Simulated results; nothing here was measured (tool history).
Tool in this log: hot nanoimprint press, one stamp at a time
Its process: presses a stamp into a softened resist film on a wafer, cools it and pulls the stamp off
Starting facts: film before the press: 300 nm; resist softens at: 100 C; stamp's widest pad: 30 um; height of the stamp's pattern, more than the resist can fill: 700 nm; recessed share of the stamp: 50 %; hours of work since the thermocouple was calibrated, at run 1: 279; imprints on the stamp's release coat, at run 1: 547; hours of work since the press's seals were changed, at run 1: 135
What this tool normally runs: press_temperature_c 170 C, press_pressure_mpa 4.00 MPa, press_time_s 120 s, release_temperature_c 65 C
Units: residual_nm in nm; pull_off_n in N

run,hour,press_temperature_c,press_pressure_mpa,press_time_s,release_temperature_c,hours of work since the thermocouple was calibrated,imprints on the stamp's release coat,hours of work since the press's seals were changed,residual_nm,pull_off_n
1,0.0,170,4.00,120,65,279,547,135,177.6,156
2,14.4,170,4.00,120,65,288,582,144,177.2,157
3,36.2,170,4.00,120,65,301,636,157,176.6,158
4,60.9,170,4.00,120,65,316,696,171,176.2,157
5,79.0,170,4.00,120,65,327,740,182,176.7,158
6,90.8,170,4.00,120,65,334,769,189,176.4,159
7,105.2,170,4.15,120,65,342,804,198,173.2,157
8,118.5,170,4.00,120,65,350,836,206,176.1,158
9,133.0,170,4.00,120,65,359,871,215,176.5,158
# hour 147.4: stamp cleaned and given a new release coat
10,153.1,170,4.00,120,65,368,14,223,176.1,155
11,171.8,170,4.00,120,65,379,59,235,176.7,156
12,192.6,170,4.00,120,65,391,110,247,176.0,154
13,218.0,174,2.64,149,65,407,172,262,172.9,156
14,231.0,167,4.54,136,67,414,203,270,179.4,148
15,248.2,180,4.85,136,53,425,245,280,99.9,202
16,266.9,180,4.85,136,53,436,291,292,99.5,199

Here are 5 independent what-if runs from the current tool condition. What would each one return?
A,292.6,166,4.00,73,71,451,353,307,?,?
B,292.6,180,2.81,164,53,451,353,307,?,?
C,292.6,180,4.85,85,53,451,353,307,?,?
D,292.6,174,4.00,120,65,451,353,307,?,?
E,292.6,170,5.89,206,71,451,353,307,?,?

run,residual_nm,pull_off_n
A,226.1,133
B,128.3,205
C,117.4,203
D,149.3,157
E,120.5,134
Stripped of hidden state, with their random variation kept, the same runs would have yielded:
run,residual_nm,pull_off_n
A,228.5,133
B,129.7,205
C,118.7,203
D,150.9,157
E,121.8,134
